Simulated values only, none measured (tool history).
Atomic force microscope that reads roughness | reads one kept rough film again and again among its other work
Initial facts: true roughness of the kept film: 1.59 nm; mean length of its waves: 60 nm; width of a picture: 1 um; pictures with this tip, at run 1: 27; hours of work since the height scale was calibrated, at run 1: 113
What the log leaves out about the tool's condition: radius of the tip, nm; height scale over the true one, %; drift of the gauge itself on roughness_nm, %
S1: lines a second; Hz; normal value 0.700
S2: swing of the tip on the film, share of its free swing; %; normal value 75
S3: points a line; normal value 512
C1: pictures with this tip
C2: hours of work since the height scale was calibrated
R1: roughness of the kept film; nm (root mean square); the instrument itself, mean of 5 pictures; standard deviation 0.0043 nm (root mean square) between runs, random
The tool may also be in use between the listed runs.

{"run": 1, "hour": 0.0, "S1": 0.7, "S2": 75, "S3": 512, "C1": 27, "C2": 113, "R1": 1.51}
{"run": 2, "hour": 10.7, "S1": 0.7, "S2": 75, "S3": 512, "C1": 53, "C2": 121, "R1": 1.517}
{"run": 3, "hour": 15.9, "S1": 0.7, "S2": 75, "S3": 512, "C1": 66, "C2": 125, "R1": 1.503}
{"run": 4, "hour": 25.7, "S1": 0.7, "S2": 75, "S3": 512, "C1": 89, "C2": 132, "R1": 1.506}
{"run": 5, "hour": 32.4, "S1": 0.7, "S2": 75, "S3": 512, "C1": 105, "C2": 137, "R1": 1.51}
{"run": 6, "hour": 42.4, "S1": 0.7, "S2": 75, "S3": 512, "C1": 129, "C2": 144, "R1": 1.513}
{"run": 7, "hour": 47.2, "S1": 0.7, "S2": 75, "S3": 512, "C1": 141, "C2": 148, "R1": 1.515}
{"hour": 50.3, "done": "new tip fitted"}
{"run": 8, "hour": 54.7, "S1": 0.7, "S2": 76, "S3": 512, "C1": 11, "C2": 153, "R1": 1.511}
{"run": 9, "hour": 61.5, "S1": 0.7, "S2": 75, "S3": 512, "C1": 27, "C2": 158, "R1": 1.514}
{"run": 10, "hour": 67.5, "S1": 0.7, "S2": 75, "S3": 512, "C1": 42, "C2": 162, "R1": 1.508}
{"run": 11, "hour": 72.8, "S1": 0.7, "S2": 75, "S3": 512, "C1": 54, "C2": 166, "R1": 1.505}
{"run": 12, "hour": 78.4, "S1": 0.7, "S2": 75, "S3": 512, "C1": 68, "C2": 170, "R1": 1.514}
{"run": 13, "hour": 87.9, "S1": 0.7, "S2": 75, "S3": 512, "C1": 91, "C2": 177, "R1": 1.507}
{"run": 14, "hour": 97.2, "S1": 3.244, "S2": 61, "S3": 512, "C1": 113, "C2": 184, "R1": 1.457}
{"run": 15, "hour": 104.9, "S1": 3.244, "S2": 61, "S3": 512, "C1": 132, "C2": 189, "R1": 1.459}
{"run": 16, "hour": 110.6, "S1": 1.119, "S2": 70, "S3": 512, "C1": 146, "C2": 194, "R1": 1.503}
{"hour": 111.7, "done": "new tip fitted"}
{"run": 17, "hour": 117.2, "S1": 1.289, "S2": 58, "S3": 424, "C1": 13, "C2": 198, "R1": 1.531}
{"run": 18, "hour": 128.2, "S1": 1.696, "S2": 58, "S3": 424, "C1": 40, "C2": 206, "R1": 1.516}
{"run": 19, "hour": 137.3, "S1": 1.696, "S2": 58, "S3": 424, "C1": 62, "C2": 213, "R1": 1.514}
{"run": 20, "hour": 146.3, "S1": 2.765, "S2": 78, "S3": 413, "C1": 83, "C2": 219, "R1": 1.352}
{"run": 21, "hour": 157.4, "S1": 0.7, "S2": 75, "S3": 819, "C1": 110, "C2": 227, "R1": 1.502}
{"run": 22, "hour": 167.7, "S1": 1.405, "S2": 77, "S3": 618, "C1": 135, "C2": 235, "R1": 1.448}

Run 23 comes next. What will it give?
{"hour": 173.1, "done": "new tip fitted"}
{"run": 23, "hour": 174.5, "S1": 3.803, "S2": 67, "S3": 512, "C1": 3, "C2": 239, "R1": "?"}

R1: 1.398 nm (root mean square)
If the tool had no hidden condition, the same run with the same run-to-run variation would have returned R1 1.398 nm (root mean square).

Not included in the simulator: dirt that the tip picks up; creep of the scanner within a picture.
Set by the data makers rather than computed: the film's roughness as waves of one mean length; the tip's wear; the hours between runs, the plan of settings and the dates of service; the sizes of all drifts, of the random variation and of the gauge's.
